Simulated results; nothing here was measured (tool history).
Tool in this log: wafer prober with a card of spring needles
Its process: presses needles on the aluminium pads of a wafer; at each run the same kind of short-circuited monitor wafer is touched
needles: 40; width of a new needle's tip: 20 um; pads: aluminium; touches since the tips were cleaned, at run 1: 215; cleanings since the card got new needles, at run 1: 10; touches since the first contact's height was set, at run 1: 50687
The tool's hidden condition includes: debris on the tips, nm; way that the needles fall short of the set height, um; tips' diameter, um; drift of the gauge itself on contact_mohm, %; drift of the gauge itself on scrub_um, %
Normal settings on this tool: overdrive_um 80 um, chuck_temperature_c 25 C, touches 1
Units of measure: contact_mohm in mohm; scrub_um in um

run   hour  overdrive_um  chuck_temperature_c  touches  touches since the tips were cleaned  cleanings since the card got new needles  touches since the first contact's height was set  contact_mohm  scrub_um
  1      0            80                   25        1                                  215                                        10                                             50687           131     17.77
       8.6  -- tips cleaned on abrasive film
      17.3  -- tips cleaned on abrasive film
  2   25.2            80                   25        1                                 4290                                        12                                             64286           137     17.61
      26.5  -- tips cleaned on abrasive film
      34.9  -- tips cleaned on abrasive film
      44.3  -- tips cleaned on abrasive film
  3   44.7            73                   25        1                                  241                                        15                                             74795           134     16.19
      53.6  -- tips cleaned on abrasive film
  4   57.8            73                   25        1                                 2293                                        16                                             81858           131     16.25
      62.4  -- tips cleaned on abrasive film
      71.2  -- tips cleaned on abrasive film
      80.3  -- tips cleaned on abrasive film
  5   80.4            80                   25        2                                   42                                        19                                             94000           135     17.69
      90.7  -- tips cleaned on abrasive film
  6   93.9            96                   25        2                                 1744                                        20                                            101295           131     21.18
       101  -- tips cleaned on abrasive film
       110  -- tips cleaned on abrasive film
  7    110            80                   25        2                                    0                                        22                                            109996           133     17.74
     119.2  -- tips cleaned on abrasive film
  8    122            80                   25        2                                 1529                                        23                                            116458           132     17.57
     128.6  -- tips cleaned on abrasive film
     138.7  -- tips cleaned on abrasive film
  9  139.1            80                   25        3                                  247                                        25                                            125683           135     17.64
     147.1  -- tips cleaned on abrasive film
     156.2  -- tips cleaned on abrasive film
 10    160            80                   25        1                                 2023                                        27                                            136939           138      17.6
     165.2  -- tips cleaned on abrasive film
     174.3  -- tips cleaned on abrasive film
     182.7  -- tips cleaned on abrasive film
 11  184.2            80                   25        1                                  829                                        30                                            150000           135     17.51
     191.8  -- tips cleaned on abrasive film
 12  197.9            63                   25        1                                 3316                                        31                                            157378           136     13.95
     201.4  -- tips cleaned on abrasive film
     211.6  -- tips cleaned on abrasive film
 13  211.6            63                   25        1                                    0                                        33                                            164772           137     13.77
     221.1  -- tips cleaned on abrasive film
       230  -- tips cleaned on abrasive film
 14  235.5            63                   25        1                                 3017                                        35                                            177692           143     13.77
     240.1  -- tips cleaned on abrasive film
     249.5  -- tips cleaned on abrasive film
 15  249.5            72                  107        1                                    8                                        37                                            185222           149     15.89
       259  -- tips cleaned on abrasive film
     267.8  -- tips cleaned on abrasive film
 16  273.4            81                  111        1                                 3040                                        39                                            198122           150     17.81
     277.4  -- tips cleaned on abrasive film
     286.5  -- tips cleaned on abrasive film
 17  290.9            80                   78        2                                 2405                                        41                                            207531           140     17.59
     296.2  -- tips cleaned on abrasive film
     304.8  -- tips cleaned on abrasive film
     310.4  -- height of the first contact set anew
     314.6  -- tips cleaned on abrasive film
 18    315            77                   78        1                                  209                                        44                                              2476           143     16.81
     324.6  -- tips cleaned on abrasive film
     334.7  -- tips cleaned on abrasive film
 19  334.7            73                   25        2                                    0                                        46                                             13069           137     15.92
     344.8  -- tips cleaned on abrasive film
     354.5  -- tips cleaned on abrasive film
 20  358.4            73                   27        2                                 2119                                        48                                             25885           134     16.02
     364.4  -- tips cleaned on abrasive film
     373.6  -- tips cleaned on abrasive film
 21  373.6            91                   68        3                                    0                                        50                                             34051           138      19.7
     383.1  -- tips cleaned on abrasive film
 22  385.3            61                   68        3                                 1187                                        51                                             40382           147     13.22
     392.6  -- tips cleaned on abrasive film
 23  397.8            61                   68        3                                 2827                                        52                                             47139           145     13.35
       402  -- tips cleaned on abrasive film
 24  408.9            61                   68        3                                 3779                                        53                                             53169           145     13.04
     411.1  -- tips cleaned on abrasive film
     419.5  -- tips cleaned on abrasive film
     428.2  -- tips cleaned on abrasive film
 25  435.3            87                   86        2                                 3875                                        56                                             67390           144     18.85
     436.7  -- tips cleaned on abrasive film
     446.6  -- tips cleaned on abrasive film
 26  447.9            98                   70        1                                  732                                        58                                             74146           141        21
     456.8  -- tips cleaned on abrasive film
     466.5  -- tips cleaned on abrasive film
 27  473.2            82                   29        2                                 3615                                        60                                             87784           135     17.92

For each run, the measured value with the value that run would have given without the tool's hidden condition subtracted. The run-to-run variation is shared by both, the gauge scatter possibly not:
run  scrub_um
  1     -0.01
  2     -0.03
  3     -0.05
  4     -0.06
  5     -0.09
  6     -0.12
  7     -0.13
  8     -0.14
  9     -0.16
 10     -0.18
 11     -0.21
 12     -0.17
 13     -0.19
 14     -0.21
 15     -0.25
 16     -0.31
 17     -0.32
 18     -0.32
 19     -0.33
 20     -0.35
 21     -0.45
 22     -0.31
 23     -0.32
 24     -0.33
 25      -0.5
 26     -0.58
 27     -0.52
contact_mohm: differs from the measured result by no more than 1 mohm in any run.

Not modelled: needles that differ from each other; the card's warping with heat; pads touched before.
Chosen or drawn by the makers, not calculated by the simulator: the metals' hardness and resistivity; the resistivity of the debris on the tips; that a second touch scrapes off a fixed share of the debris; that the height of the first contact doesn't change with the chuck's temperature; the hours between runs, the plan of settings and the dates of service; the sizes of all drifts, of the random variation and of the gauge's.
